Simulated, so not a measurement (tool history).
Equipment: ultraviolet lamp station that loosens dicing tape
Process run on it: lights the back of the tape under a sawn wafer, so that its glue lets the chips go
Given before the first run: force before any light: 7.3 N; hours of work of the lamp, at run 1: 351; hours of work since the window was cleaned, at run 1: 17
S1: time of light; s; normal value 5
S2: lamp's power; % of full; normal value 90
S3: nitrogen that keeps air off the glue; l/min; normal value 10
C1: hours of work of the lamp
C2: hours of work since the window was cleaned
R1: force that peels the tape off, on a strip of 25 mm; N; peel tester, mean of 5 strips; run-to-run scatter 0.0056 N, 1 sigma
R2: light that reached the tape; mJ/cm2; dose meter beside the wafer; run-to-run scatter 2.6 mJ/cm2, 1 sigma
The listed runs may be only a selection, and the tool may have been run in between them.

{"run": 1, "hour": 0.0, "S1": 5, "S2": 90, "S3": 10, "C1": 351, "C2": 17, "R1": 0.136, "R2": 320}
{"run": 2, "hour": 18.3, "S1": 5, "S2": 90, "S3": 10, "C1": 359, "C2": 25, "R1": 0.142, "R2": 319}
{"run": 3, "hour": 36.9, "S1": 5, "S2": 90, "S3": 10, "C1": 368, "C2": 34, "R1": 0.139, "R2": 313}
{"run": 4, "hour": 52.6, "S1": 9, "S2": 90, "S3": 10, "C1": 375, "C2": 41, "R1": 0.088, "R2": 558}
{"run": 5, "hour": 64.2, "S1": 5, "S2": 90, "S3": 7, "C1": 381, "C2": 46, "R1": 0.206, "R2": 314}
{"run": 6, "hour": 73.2, "S1": 5, "S2": 90, "S3": 7, "C1": 385, "C2": 50, "R1": 0.209, "R2": 307}
{"run": 7, "hour": 86.8, "S1": 5, "S2": 90, "S3": 7, "C1": 391, "C2": 57, "R1": 0.208, "R2": 309}
{"run": 8, "hour": 103.4, "S1": 5, "S2": 69, "S3": 10, "C1": 399, "C2": 64, "R1": 0.282, "R2": 240}
{"run": 9, "hour": 120.2, "S1": 5, "S2": 69, "S3": 10, "C1": 406, "C2": 72, "R1": 0.295, "R2": 234}
{"run": 10, "hour": 131.4, "S1": 5, "S2": 69, "S3": 19, "C1": 412, "C2": 77, "R1": 0.199, "R2": 236}
{"run": 11, "hour": 144.4, "S1": 5, "S2": 90, "S3": 10, "C1": 418, "C2": 83, "R1": 0.16, "R2": 302}
{"run": 12, "hour": 157.1, "S1": 5, "S2": 90, "S3": 10, "C1": 423, "C2": 89, "R1": 0.171, "R2": 300}
{"run": 13, "hour": 173.4, "S1": 5, "S2": 98, "S3": 10, "C1": 431, "C2": 97, "R1": 0.134, "R2": 324}
{"run": 14, "hour": 188.6, "S1": 5, "S2": 90, "S3": 4, "C1": 438, "C2": 104, "R1": 0.379, "R2": 298}
{"run": 15, "hour": 207.4, "S1": 8, "S2": 67, "S3": 8, "C1": 447, "C2": 112, "R1": 0.143, "R2": 354}
{"run": 16, "hour": 220.9, "S1": 3, "S2": 82, "S3": 19, "C1": 453, "C2": 118, "R1": 0.478, "R2": 161}

Predict the results of run 17:
{"run": 17, "hour": 235.9, "S1": 3, "S2": 90, "S3": 12, "C1": 460, "C2": 125, "R1": "?", "R2": "?"}

Run 17 yielded R1 0.53 N, R2 179 mJ/cm2.
The same run, on a tool lacking any hidden state, would have yielded R1 0.359 N, R2 210 mJ/cm2.
